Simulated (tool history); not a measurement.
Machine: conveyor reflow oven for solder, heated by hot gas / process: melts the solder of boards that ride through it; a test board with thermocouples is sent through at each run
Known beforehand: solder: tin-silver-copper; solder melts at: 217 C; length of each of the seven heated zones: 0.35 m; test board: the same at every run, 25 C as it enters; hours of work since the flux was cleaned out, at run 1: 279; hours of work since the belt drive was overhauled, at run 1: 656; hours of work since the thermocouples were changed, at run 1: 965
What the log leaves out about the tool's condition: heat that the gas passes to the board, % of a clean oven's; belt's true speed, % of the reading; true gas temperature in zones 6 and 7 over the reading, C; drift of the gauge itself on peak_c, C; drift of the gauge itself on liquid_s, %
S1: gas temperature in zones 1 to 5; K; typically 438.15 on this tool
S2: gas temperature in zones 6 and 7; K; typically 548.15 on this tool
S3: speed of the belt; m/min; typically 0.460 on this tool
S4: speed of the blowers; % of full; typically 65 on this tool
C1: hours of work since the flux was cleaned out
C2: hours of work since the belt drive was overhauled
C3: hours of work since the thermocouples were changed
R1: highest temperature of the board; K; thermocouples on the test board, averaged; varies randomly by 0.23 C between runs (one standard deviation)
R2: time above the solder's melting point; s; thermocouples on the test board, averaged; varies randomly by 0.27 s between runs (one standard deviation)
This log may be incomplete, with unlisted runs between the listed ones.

run 1 hour=0.0 | S1=438.15 S2=548.15 S3=0.460 S4=65 | C1=279 C2=656 C3=965 | R1=519.85 R2=57.3
run 2 hour=54.7 | S1=438.15 S2=548.15 S3=0.460 S4=65 | C1=311 C2=688 C3=997 | R1=519.95 R2=57.2
-- hour=77.2 flux residue cleaned out of gas plates and filters
run 3 hour=106.9 | S1=438.15 S2=548.15 S3=0.460 S4=65 | C1=17 C2=716 C3=1024 | R1=522.05 R2=60.8
run 4 hour=180.4 | S1=438.15 S2=548.15 S3=0.380 S4=65 | C1=60 C2=759 C3=1067 | R1=529.35 R2=83.1
run 5 hour=244.8 | S1=438.15 S2=548.15 S3=0.460 S4=65 | C1=98 C2=796 C3=1105 | R1=521.55 R2=59.6
run 6 hour=284.1 | S1=438.15 S2=548.15 S3=0.460 S4=65 | C1=121 C2=819 C3=1128 | R1=521.35 R2=59.7
run 7 hour=347.8 | S1=438.15 S2=548.15 S3=0.460 S4=65 | C1=158 C2=857 C3=1165 | R1=521.05 R2=59.5
-- hour=356.3 thermocouples of zones 6 and 7 changed
run 8 hour=415.0 | S1=438.15 S2=548.15 S3=0.460 S4=65 | C1=196 C2=895 C3=34 | R1=521.25 R2=59.6
run 9 hour=475.7 | S1=438.15 S2=548.15 S3=0.460 S4=65 | C1=232 C2=930 C3=70 | R1=521.15 R2=59.5
run 10 hour=547.7 | S1=451.15 S2=548.15 S3=0.460 S4=65 | C1=274 C2=972 C3=112 | R1=523.75 R2=67.3
run 11 hour=592.7 | S1=451.15 S2=548.15 S3=0.460 S4=65 | C1=300 C2=999 C3=138 | R1=523.75 R2=68.3
-- hour=604.0 belt drive overhauled, speed set with a stopwatch
-- hour=640.8 flux residue cleaned out of gas plates and filters
run 12 hour=648.3 | S1=451.15 S2=548.15 S3=0.460 S4=65 | C1=4 C2=23 C3=165 | R1=526.65 R2=71.1
run 13 hour=692.1 | S1=438.15 S2=548.15 S3=0.460 S4=65 | C1=30 C2=49 C3=191 | R1=523.15 R2=62.5
-- hour=728.3 belt drive overhauled, speed set with a stopwatch, once more
run 14 hour=767.8 | S1=438.15 S2=553.15 S3=0.460 S4=65 | C1=72 C2=23 C3=233 | R1=525.15 R2=62.5
run 15 hour=819.2 | S1=438.15 S2=553.15 S3=0.460 S4=65 | C1=102 C2=53 C3=263 | R1=525.35 R2=62.1
run 16 hour=896.4 | S1=438.15 S2=553.15 S3=0.460 S4=61 | C1=147 C2=98 C3=308 | R1=523.15 R2=59.9
run 17 hour=959.1 | S1=438.15 S2=550.15 S3=0.460 S4=65 | C1=184 C2=135 C3=345 | R1=522.15 R2=59.4
run 18 hour=1015.7 | S1=438.15 S2=550.15 S3=0.460 S4=65 | C1=217 C2=168 C3=378 | R1=521.85 R2=58.8
run 19 hour=1064.2 | S1=441.15 S2=545.15 S3=0.421 S4=65 | C1=245 C2=196 C3=406 | R1=521.75 R2=66.9
run 20 hour=1113.6 | S1=430.15 S2=545.15 S3=0.421 S4=65 | C1=274 C2=225 C3=435 | R1=519.35 R2=59.1
run 21 hour=1154.6 | S1=430.15 S2=545.15 S3=0.421 S4=65 | C1=298 C2=249 C3=459 | R1=519.15 R2=59.1
-- hour=1200.8 flux residue cleaned out of gas plates and filters
run 22 hour=1202.8 | S1=430.15 S2=545.15 S3=0.421 S4=65 | C1=1 C2=274 C3=484 | R1=521.45 R2=62.2
run 23 hour=1278.2 | S1=438.15 S2=553.15 S3=0.373 S4=72 | C1=45 C2=318 C3=528 | R1=536.05 R2=91.2
run 24 hour=1330.8 | S1=438.15 S2=553.15 S3=0.373 S4=71 | C1=76 C2=349 C3=559 | R1=536.05 R2=90.5
run 25 hour=1389.7 | S1=438.15 S2=553.15 S3=0.373 S4=71 | C1=110 C2=384 C3=593 | R1=535.95 R2=90.2
run 26 hour=1466.7 | S1=431.15 S2=541.15 S3=0.470 S4=65 | C1=155 C2=429 C3=638 | R1=512.45 R2=45.1
run 27 hour=1521.8 | S1=431.15 S2=558.15 S3=0.470 S4=65 | C1=188 C2=461 C3=671 | R1=526.35 R2=59.6
run 28 hour=1590.5 | S1=431.15 S2=558.15 S3=0.461 S4=61 | C1=228 C2=501 C3=711 | R1=524.75 R2=59.3
run 29 hour=1663.6 | S1=431.15 S2=558.15 S3=0.461 S4=61 | C1=271 C2=544 C3=754 | R1=524.35 R2=58.4

Alternative continuations, all from the tool just after run 29; predict every row:
run A hour=1736.4 | S1=429.15 S2=558.15 S3=0.454 S4=77 | C1=313 C2=586 C3=796 | R1=? R2=?
run B hour=1736.4 | S1=431.15 S2=558.15 S3=0.372 S4=61 | C1=313 C2=586 C3=796 | R1=? R2=?
run C hour=1736.4 | S1=443.15 S2=548.15 S3=0.431 S4=89 | C1=313 C2=586 C3=796 | R1=? R2=?
run D hour=1736.4 | S1=438.15 S2=560.15 S3=0.505 S4=65 | C1=313 C2=586 C3=796 | R1=? R2=?
run E hour=1736.4 | S1=448.15 S2=558.15 S3=0.461 S4=61 | C1=313 C2=586 C3=796 | R1=? R2=?

run=A R1=530.75 R2=65.8
run=B R1=534.15 R2=85.9
run=C R1=530.05 R2=75.8
run=D R1=524.45 R2=56.0
run=E R1=528.25 R2=69.2
With the hidden condition removed and each run's random variation left untouched, the same runs would have given:
run=A R1=534.55 R2=68.2
run=B R1=537.05 R2=87.7
run=C R1=533.35 R2=77.8
run=D R1=528.05 R2=58.7
run=E R1=531.35 R2=71.2
